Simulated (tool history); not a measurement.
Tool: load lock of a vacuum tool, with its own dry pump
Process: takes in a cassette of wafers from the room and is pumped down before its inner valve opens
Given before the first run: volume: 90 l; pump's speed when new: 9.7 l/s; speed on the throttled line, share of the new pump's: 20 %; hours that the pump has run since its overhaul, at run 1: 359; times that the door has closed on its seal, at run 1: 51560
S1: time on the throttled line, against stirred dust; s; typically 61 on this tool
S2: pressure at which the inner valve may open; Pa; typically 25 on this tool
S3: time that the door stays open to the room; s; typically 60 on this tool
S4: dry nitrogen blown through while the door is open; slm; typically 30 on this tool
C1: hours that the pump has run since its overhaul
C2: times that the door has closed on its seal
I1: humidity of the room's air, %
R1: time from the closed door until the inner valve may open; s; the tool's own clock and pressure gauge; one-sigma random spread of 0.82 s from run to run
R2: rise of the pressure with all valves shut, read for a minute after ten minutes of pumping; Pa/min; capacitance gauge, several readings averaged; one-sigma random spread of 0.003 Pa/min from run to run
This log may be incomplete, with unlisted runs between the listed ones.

{"run": 1, "hour": 0.0, "S1": 61, "S2": 25, "S3": 60, "S4": 30, "C1": 359, "C2": 51560, "I1": 43.8, "R1": 128.3, "R2": 0.246}
{"run": 2, "hour": 443.3, "S1": 61, "S2": 25, "S3": 60, "S4": 30, "C1": 802, "C2": 53486, "I1": 44.3, "R1": 129.5, "R2": 0.26}
{"run": 3, "hour": 885.9, "S1": 55, "S2": 25, "S3": 60, "S4": 30, "C1": 1245, "C2": 55410, "I1": 48.3, "R1": 124.7, "R2": 0.275}
{"run": 4, "hour": 1217.8, "S1": 55, "S2": 25, "S3": 60, "S4": 30, "C1": 1576, "C2": 56853, "I1": 44.6, "R1": 122.8, "R2": 0.289}
{"run": 5, "hour": 1855.6, "S1": 55, "S2": 25, "S3": 60, "S4": 30, "C1": 2214, "C2": 59625, "I1": 43.4, "R1": 124.4, "R2": 0.302}
{"run": 6, "hour": 2258.8, "S1": 55, "S2": 25, "S3": 60, "S4": 30, "C1": 2617, "C2": 61378, "I1": 43.8, "R1": 125.3, "R2": 0.33}
{"run": 7, "hour": 2743.5, "S1": 61, "S2": 25, "S3": 149, "S4": 30, "C1": 3102, "C2": 63484, "I1": 42.5, "R1": 129.9, "R2": 0.348}
{"run": 8, "hour": 3263.8, "S1": 44, "S2": 24, "S3": 95, "S4": 30, "C1": 3622, "C2": 65746, "I1": 41.9, "R1": 117.7, "R2": 0.355}
{"run": 9, "hour": 3916.7, "S1": 44, "S2": 24, "S3": 95, "S4": 30, "C1": 4275, "C2": 68584, "I1": 46.1, "R1": 118.4, "R2": 0.384}
{"run": 10, "hour": 4463.7, "S1": 61, "S2": 25, "S3": 108, "S4": 4, "C1": 4822, "C2": 70961, "I1": 45.6, "R1": 133.0, "R2": 0.439}
{"hour": 4766.1, "done": "door's seal changed, seat wiped"}
{"run": 11, "hour": 4833.9, "S1": 61, "S2": 36, "S3": 42, "S4": 4, "C1": 5191, "C2": 295, "I1": 45.5, "R1": 128.1, "R2": 0.037}
{"run": 12, "hour": 5340.7, "S1": 61, "S2": 36, "S3": 42, "S4": 4, "C1": 5698, "C2": 2498, "I1": 45.5, "R1": 128.9, "R2": 0.044}
{"run": 13, "hour": 5988.0, "S1": 61, "S2": 36, "S3": 42, "S4": 4, "C1": 6345, "C2": 5311, "I1": 44.4, "R1": 129.7, "R2": 0.045}

Alternative continuations, all from the tool just after run 13; predict every row:
{"run": "A", "hour": 6349.8, "S1": 100, "S2": 36, "S3": 182, "S4": 40, "C1": 6707, "C2": 6884, "I1": 45.9, "R1": "?", "R2": "?"}
{"run": "B", "hour": 6349.8, "S1": 61, "S2": 23, "S3": 30, "S4": 13, "C1": 6707, "C2": 6884, "I1": 43.7, "R1": "?", "R2": "?"}
{"run": "C", "hour": 6349.8, "S1": 88, "S2": 36, "S3": 42, "S4": 4, "C1": 6707, "C2": 6884, "I1": 47.3, "R1": "?", "R2": "?"}
{"run": "D", "hour": 6349.8, "S1": 48, "S2": 36, "S3": 42, "S4": 4, "C1": 6707, "C2": 6884, "I1": 41.5, "R1": "?", "R2": "?"}
{"run": "E", "hour": 6349.8, "S1": 61, "S2": 36, "S3": 42, "S4": 16, "C1": 6707, "C2": 6884, "I1": 44.3, "R1": "?", "R2": "?"}

run=A R1=159.7 R2=0.039
run=B R1=134.0 R2=0.032
run=C R1=150.9 R2=0.054
run=D R1=117.5 R2=0.045
run=E R1=130.7 R2=0.036
Take away the tool's hidden state, keep each run's random variation, and the runs would have read:
run=A R1=153.3 R2=0.026
run=B R1=126.5 R2=0.018
run=C R1=144.5 R2=0.041
run=D R1=110.4 R2=0.032
run=E R1=123.6 R2=0.022

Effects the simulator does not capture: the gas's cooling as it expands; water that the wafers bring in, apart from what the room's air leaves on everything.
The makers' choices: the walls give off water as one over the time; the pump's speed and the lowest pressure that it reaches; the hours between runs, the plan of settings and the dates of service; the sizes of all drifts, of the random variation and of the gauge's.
